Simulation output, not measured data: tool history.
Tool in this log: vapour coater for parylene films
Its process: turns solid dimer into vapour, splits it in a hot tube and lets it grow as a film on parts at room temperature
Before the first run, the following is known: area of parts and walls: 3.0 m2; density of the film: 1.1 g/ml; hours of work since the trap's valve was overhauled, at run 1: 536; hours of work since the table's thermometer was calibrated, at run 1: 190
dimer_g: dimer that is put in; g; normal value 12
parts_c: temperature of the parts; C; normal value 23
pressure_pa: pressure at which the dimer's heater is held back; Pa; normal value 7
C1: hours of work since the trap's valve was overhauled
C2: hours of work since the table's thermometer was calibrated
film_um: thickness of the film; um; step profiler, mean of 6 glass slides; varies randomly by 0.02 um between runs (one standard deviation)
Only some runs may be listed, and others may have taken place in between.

Run 1, hour 0: usual settings; C1 536; C2 190. Result: film_um 1.89 um.
Run 2, hour 11.4: usual settings but parts_c 25 C; C1 541; C2 195. Result: film_um 1.79 um.
Run 3, hour 24.2: usual settings but parts_c 25 C; C1 546; C2 200. Result: film_um 1.82 um.
Run 4, hour 40.9: usual settings but parts_c 26 C; C1 553; C2 207. Result: film_um 1.75 um.
Run 5, hour 60.3: usual settings but dimer_g 5 g, parts_c 26 C; C1 561; C2 215. Result: film_um 0.72 um.
Run 6, hour 71.1: usual settings; C1 565; C2 219. Result: film_um 1.89 um.
Run 7, hour 80.8: usual settings but pressure_pa 2.83 Pa; C1 569; C2 223. Result: film_um 2.02 um.
Run 8, hour 99.6: usual settings but dimer_g 7 g; C1 577; C2 231. Result: film_um 1.1 um.
Run 9, hour 113.2: usual settings but parts_c 16 C; C1 583; C2 237. Result: film_um 2.29 um.
Run 10, hour 134.7: usual settings; C1 592; C2 246. Result: film_um 1.88 um.
Run 11, hour 151.5: usual settings; C1 599; C2 253. Result: film_um 1.88 um.
Run 12, hour 162.5: usual settings; C1 603; C2 257. Result: film_um 1.85 um.
Run 13, hour 181.8: usual settings but dimer_g 10 g, parts_c 17 C; C1 611; C2 265. Result: film_um 1.85 um.
Run 14, hour 191.8: usual settings but dimer_g 16 g, parts_c 30 C, pressure_pa 2.33 Pa; C1 615; C2 269. Result: film_um 2.17 um.
Run 15, hour 209.6: usual settings but dimer_g 15 g; C1 623; C2 277. Result: film_um 2.36 um.
Run 16, hour 223.4: usual settings but dimer_g 20 g, parts_c 32 C; C1 628; C2 282. Result: film_um 2.39 um.
Run 17, hour 238.7: usual settings but dimer_g 10 g, parts_c 34 C, pressure_pa 6.58 Pa; C1 635; C2 289. Result: film_um 1.12 um.
Run 18, hour 252.4: usual settings but dimer_g 10 g, parts_c 34 C, pressure_pa 6.58 Pa; C1 640; C2 294. Result: film_um 1.15 um.
Run 19, hour 267.4: usual settings but dimer_g 8 g, parts_c 29 C, pressure_pa 4.74 Pa; C1 647; C2 301. Result: film_um 1.03 um.
Run 20, hour 276.4: usual settings but dimer_g 8 g, parts_c 29 C, pressure_pa 4.74 Pa; C1 650; C2 304. Result: film_um 1.06 um.
Run 21, hour 290.5: usual settings but dimer_g 8 g, parts_c 29 C, pressure_pa 4.74 Pa; C1 656; C2 310. Result: film_um 1.06 um.
Run 22, hour 307.1: usual settings but dimer_g 6 g, parts_c 33 C, pressure_pa 3.11 Pa; C1 663; C2 317. Result: film_um 0.7 um.
At hour 323.2: trap's valve overhauled.
Run 23, hour 327.7: usual settings but dimer_g 6 g, parts_c 33 C, pressure_pa 3.11 Pa; C1 2; C2 324. Result: film_um 0.85 um.
Run 24, hour 345.2: usual settings but dimer_g 6 g, parts_c 33 C, pressure_pa 3.11 Pa; C1 9; C2 331. Result: film_um 0.84 um.

Hidden state at the last listed run before each entry between runs and at the first one after, where it differs:
Runs 22 to 23: trap's valve overhauled (hour 323.2)
  vapour lost through the trap's worn valve, %: 13.3 -> 0.2
  what was measured, less what the result would be without the hidden state, film_um: -0.11 -> +0.01 um
